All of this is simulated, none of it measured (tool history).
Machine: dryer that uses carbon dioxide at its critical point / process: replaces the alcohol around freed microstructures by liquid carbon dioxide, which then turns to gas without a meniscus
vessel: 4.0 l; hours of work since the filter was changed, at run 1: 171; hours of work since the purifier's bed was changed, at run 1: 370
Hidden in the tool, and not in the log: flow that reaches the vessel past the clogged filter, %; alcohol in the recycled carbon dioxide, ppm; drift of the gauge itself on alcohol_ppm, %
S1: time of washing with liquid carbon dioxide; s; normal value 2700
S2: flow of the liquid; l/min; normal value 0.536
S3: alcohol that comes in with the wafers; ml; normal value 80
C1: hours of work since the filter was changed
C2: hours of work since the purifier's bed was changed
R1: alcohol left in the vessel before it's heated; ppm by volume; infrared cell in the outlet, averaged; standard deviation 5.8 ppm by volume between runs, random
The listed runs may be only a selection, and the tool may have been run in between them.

{"run": 1, "day": 0.0, "S1": 2700, "S2": 0.536, "S3": 80, "C1": 171, "C2": 370, "R1": 312}
{"run": 2, "day": 0.688, "S1": 2700, "S2": 0.536, "S3": 80, "C1": 176, "C2": 375, "R1": 324}
{"run": 3, "day": 1.854, "S1": 2700, "S2": 0.536, "S3": 80, "C1": 186, "C2": 385, "R1": 328}
{"run": 4, "day": 2.592, "S1": 2700, "S2": 0.754, "S3": 80, "C1": 192, "C2": 391, "R1": 112}
{"run": 5, "day": 3.483, "S1": 2700, "S2": 0.754, "S3": 80, "C1": 199, "C2": 398, "R1": 127}
{"run": 6, "day": 4.192, "S1": 2700, "S2": 0.754, "S3": 80, "C1": 205, "C2": 404, "R1": 118}
{"run": 7, "day": 5.05, "S1": 2160, "S2": 0.359, "S3": 25, "C1": 212, "C2": 411, "R1": 668}

What does the tool deliver on the next run?
{"run": 8, "day": 5.796, "S1": 2160, "S2": 0.359, "S3": 25, "C1": 218, "C2": 417, "R1": "?"}

Run 8 produced R1 676 ppm by volume.
The same run, on a tool lacking any hidden state, would have yielded R1 512 ppm by volume.

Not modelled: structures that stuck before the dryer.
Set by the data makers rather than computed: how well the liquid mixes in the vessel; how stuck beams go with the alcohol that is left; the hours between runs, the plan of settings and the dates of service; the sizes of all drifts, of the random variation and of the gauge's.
